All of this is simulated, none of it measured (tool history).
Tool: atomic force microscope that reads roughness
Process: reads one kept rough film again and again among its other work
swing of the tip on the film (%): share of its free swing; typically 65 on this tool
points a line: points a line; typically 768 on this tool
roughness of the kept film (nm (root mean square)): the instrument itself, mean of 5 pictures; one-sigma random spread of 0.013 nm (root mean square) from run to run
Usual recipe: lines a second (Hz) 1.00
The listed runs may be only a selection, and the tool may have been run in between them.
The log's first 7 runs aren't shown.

run	hour	lines a second (Hz)	swing of the tip on the film (%)	points a line	pictures with this tip	hours of work since the height scale was calibrated	roughness of the kept film (nm (root mean square))
8	148.4	1.00	63	768	68	388	3.051
9	167.0	1.00	65	768	92	397	3.010
10	192.4	1.00	65	768	124	409	2.951
11	219.1	1.00	65	768	159	422	2.927
# hour 238.9: new tip fitted
12	248.9	1.00	65	553	12	436	3.092
13	268.6	1.00	65	768	38	445	3.038
14	288.2	1.00	65	768	63	454	3.020
15	300.4	1.00	65	768	79	460	3.004
16	327.0	1.00	65	408	113	472	2.948
17	342.6	1.00	65	408	133	480	2.936
18	367.7	1.00	65	408	165	492	2.887
# hour 381.2: new tip fitted
19	381.6	1.00	65	408	0	498	3.115
20	402.5	1.00	65	768	27	508	3.072
21	426.9	1.00	65	768	59	519	3.062
22	447.5	0.55	65	330	85	529	3.036
23	466.0	1.05	86	914	109	538	2.784
24	482.6	1.59	65	768	130	546	2.885
25	496.1	1.59	65	768	148	552	2.860
26	513.9	1.59	65	768	171	561	2.840
# hour 524.8: new tip fitted
27	529.6	1.74	65	290	6	568	3.026
28	544.0	1.74	65	290	25	575	2.990
29	568.7	1.74	63	768	57	586	3.007
30	593.0	0.67	87	962	88	598	2.897
31	617.7	1.00	65	776	120	609	2.963

Run 32 is up next; what results do you expect?
32	645.3	1.02	61	776	155	623	?

{"run 32": {"roughness of the kept film (nm (root mean square))": 2.944}}
The same run, on a tool lacking any hidden state, would have yielded roughness of the kept film (nm (root mean square)) 3.121.

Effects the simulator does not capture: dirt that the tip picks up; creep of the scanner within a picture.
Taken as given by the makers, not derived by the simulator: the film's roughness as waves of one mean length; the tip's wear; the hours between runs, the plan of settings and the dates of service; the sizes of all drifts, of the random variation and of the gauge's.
